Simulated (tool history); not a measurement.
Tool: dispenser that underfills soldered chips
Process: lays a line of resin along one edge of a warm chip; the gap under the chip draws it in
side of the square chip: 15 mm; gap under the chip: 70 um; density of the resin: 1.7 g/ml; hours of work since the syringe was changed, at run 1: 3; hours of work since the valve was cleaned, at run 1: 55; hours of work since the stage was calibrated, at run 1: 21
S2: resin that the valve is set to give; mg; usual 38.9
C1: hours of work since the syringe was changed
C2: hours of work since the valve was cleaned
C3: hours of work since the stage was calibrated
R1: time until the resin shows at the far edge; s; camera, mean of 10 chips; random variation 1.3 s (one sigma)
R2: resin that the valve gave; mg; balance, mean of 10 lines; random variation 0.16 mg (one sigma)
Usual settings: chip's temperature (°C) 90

Run 1, hour 0.0: usual settings; C1 3; C2 55; C3 21. Result: R1 147.0 s, R2 36.87 mg.
At hour 4.6: new syringe of resin.
Run 2, hour 7.8: usual settings; C1 2; C2 60; C3 26. Result: R1 144.1 s, R2 36.73 mg.
At hour 13.8: new syringe of resin.
Run 3, hour 19.9: usual settings; C1 4; C2 67; C3 33. Result: R1 151.6 s, R2 36.51 mg.
At hour 23.1: new syringe of resin.
Run 4, hour 26.2: usual settings; C1 2; C2 71; C3 37. Result: R1 141.8 s, R2 36.58 mg.
At hour 32.8: new syringe of resin.
Run 5, hour 34.3: usual settings but S2 37.5 mg; C1 1; C2 76; C3 42. Result: R1 139.5 s, R2 34.92 mg.
Run 6, hour 41.1: usual settings but S2 37.5 mg; C1 5; C2 80; C3 46. Result: R1 162.2 s, R2 34.97 mg.
At hour 42.1: new syringe of resin.
At hour 50.9: new syringe of resin.
Run 7, hour 53.4: usual settings but S2 37.5 mg; C1 2; C2 87; C3 53. Result: R1 142.5 s, R2 34.33 mg.
At hour 60.0: new syringe of resin.
Run 8, hour 64.1: usual settings; C1 3; C2 94; C3 60. Result: R1 147.3 s, R2 35.87 mg.
At hour 69.0: new syringe of resin.
Run 9, hour 76.4: usual settings but S2 44.4 mg; C1 5; C2 101; C3 67. Result: R1 153.7 s, R2 40.29 mg.
At hour 78.1: new syringe of resin.
At hour 87.0: new syringe of resin.
Run 10, hour 87.0: usual settings but chip's temperature (°C) 87; C1 0; C2 107; C3 73. Result: R1 153.5 s, R2 35.46 mg.
At hour 95.8: new syringe of resin.
Run 11, hour 95.9: usual settings but chip's temperature (°C) 87; C1 0; C2 113; C3 79. Result: R1 153.3 s, R2 34.81 mg.
Run 12, hour 102.4: usual settings but chip's temperature (°C) 94; C1 4; C2 117; C3 83. Result: R1 130.2 s, R2 34.81 mg.
At hour 104.4: dispensing valve cleaned and set on the balance.
At hour 105.7: new syringe of resin.
Run 13, hour 110.7: usual settings; C1 3; C2 4; C3 87. Result: R1 145.3 s, R2 38.60 mg.
At hour 114.7: new syringe of resin.
Run 14, hour 122.1: usual settings; C1 5; C2 11; C3 94. Result: R1 161.4 s, R2 38.48 mg.
At hour 124.4: new syringe of resin.
Run 15, hour 130.1: usual settings; C1 4; C2 15; C3 99. Result: R1 150.4 s, R2 38.46 mg.
At hour 134.0: new syringe of resin.
Run 16, hour 138.4: usual settings; C1 3; C2 20; C3 104. Result: R1 148.6 s, R2 38.00 mg.
At hour 143.2: new syringe of resin.
Run 17, hour 150.9: usual settings but S2 36.7 mg; C1 5; C2 28; C3 112. Result: R1 158.8 s, R2 35.78 mg.
At hour 152.3: new syringe of resin.
Run 18, hour 156.8: usual settings but S2 36.7 mg; C1 3; C2 32; C3 115. Result: R1 152.6 s, R2 35.55 mg.
At hour 161.1: new syringe of resin.
Run 19, hour 166.9: usual settings but chip's temperature (°C) 78; C1 4; C2 38; C3 121. Result: R1 276.1 s, R2 37.77 mg.
At hour 169.9: new syringe of resin.
Run 20, hour 177.8: usual settings but chip's temperature (°C) 99, S2 41.8 mg; C1 5; C2 44; C3 128. Result: R1 101.5 s, R2 40.24 mg.
At hour 178.8: new syringe of resin.
At hour 187.9: new syringe of resin.
Run 21, hour 187.9: usual settings but S2 39.8 mg; C1 0; C2 50; C3 134. Result: R1 130.9 s, R2 37.99 mg.
Run 22, hour 193.6: usual settings but chip's temperature (°C) 100, S2 49.7 mg; C1 4; C2 54; C3 137. Result: R1 90.4 s, R2 47.48 mg.
At hour 197.2: new syringe of resin.
Run 23, hour 200.8: usual settings but chip's temperature (°C) 103, S2 49.8 mg; C1 2; C2 58; C3 142. Result: R1 76.2 s, R2 47.27 mg.
At hour 206.3: new syringe of resin.
Run 24, hour 209.2: usual settings but chip's temperature (°C) 86, S2 35.6 mg; C1 2; C2 63; C3 147. Result: R1 177.7 s, R2 33.41 mg.
At hour 215.3: new syringe of resin.
Run 25, hour 219.0: usual settings but chip's temperature (°C) 103, S2 48.6 mg; C1 2; C2 69; C3 153. Result: R1 76.5 s, R2 45.54 mg.
At hour 224.1: new syringe of resin.
Run 26, hour 228.1: usual settings but chip's temperature (°C) 79, S2 33.4 mg; C1 3; C2 75; C3 158. Result: R1 278.1 s, R2 31.13 mg.
At hour 233.0: new syringe of resin.
Run 27, hour 234.1: usual settings but chip's temperature (°C) 85, S2 42.8 mg; C1 1; C2 78; C3 162. Result: R1 177.3 s, R2 39.66 mg.
At hour 242.5: new syringe of resin.
Run 28, hour 244.3: usual settings but chip's temperature (°C) 85, S2 42.8 mg; C1 1; C2 84; C3 168. Result: R1 179.6 s, R2 39.45 mg.
Run 29, hour 249.5: usual settings but chip's temperature (°C) 85, S2 42.8 mg; C1 4; C2 87; C3 171. Result: R1 203.2 s, R2 39.56 mg.
At hour 251.5: new syringe of resin.
Run 30, hour 257.6: usual settings but chip's temperature (°C) 92, S2 49.6 mg; C1 4; C2 92; C3 176. Result: R1 135.7 s, R2 45.36 mg.
At hour 260.6: new syringe of resin.
Run 31, hour 263.7: usual settings but chip's temperature (°C) 98, S2 49.6 mg; C1 2; C2 96; C3 179. Result: R1 97.7 s, R2 45.24 mg.
At hour 270.2: new syringe of resin.
Run 32, hour 273.0: usual settings but chip's temperature (°C) 95, S2 44.4 mg; C1 2; C2 102; C3 185. Result: R1 108.8 s, R2 40.21 mg.
At hour 279.1: new syringe of resin.
Run 33, hour 285.3: usual settings but chip's temperature (°C) 98, S2 39.0 mg; C1 4; C2 109; C3 193. Result: R1 108.1 s, R2 34.78 mg.

4 ways to go on from here, each from the tool as it stands after run 33. What would each give?
At hour 288.3: new syringe of resin.
Run A, hour 293.7: usual settings but chip's temperature (°C) 98, S2 43.4 mg; C1 3; C2 114; C3 198. Result: R1 ?, R2 ?.
At hour 288.3: new syringe of resin.
Run B, hour 293.7: usual settings but chip's temperature (°C) 105, S2 45.2 mg; C1 3; C2 114; C3 198. Result: R1 ?, R2 ?.
At hour 288.3: new syringe of resin.
Run C, hour 293.7: usual settings but chip's temperature (°C) 96, S2 43.7 mg; C1 3; C2 114; C3 198. Result: R1 ?, R2 ?.
At hour 288.3: new syringe of resin.
Run D, hour 293.7: usual settings but chip's temperature (°C) 89, S2 48.4 mg; C1 3; C2 114; C3 198. Result: R1 ?, R2 ?.

run     R1     R2
  A  106.3  38.67
  B   76.0  40.29
  C  116.5  39.13
  D  156.3  43.34
Without the tool's hidden state the same runs would have given:
run     R1     R2
  A   87.4  43.31
  B   62.8  45.14
  C   95.7  43.82
  D  128.8  48.54
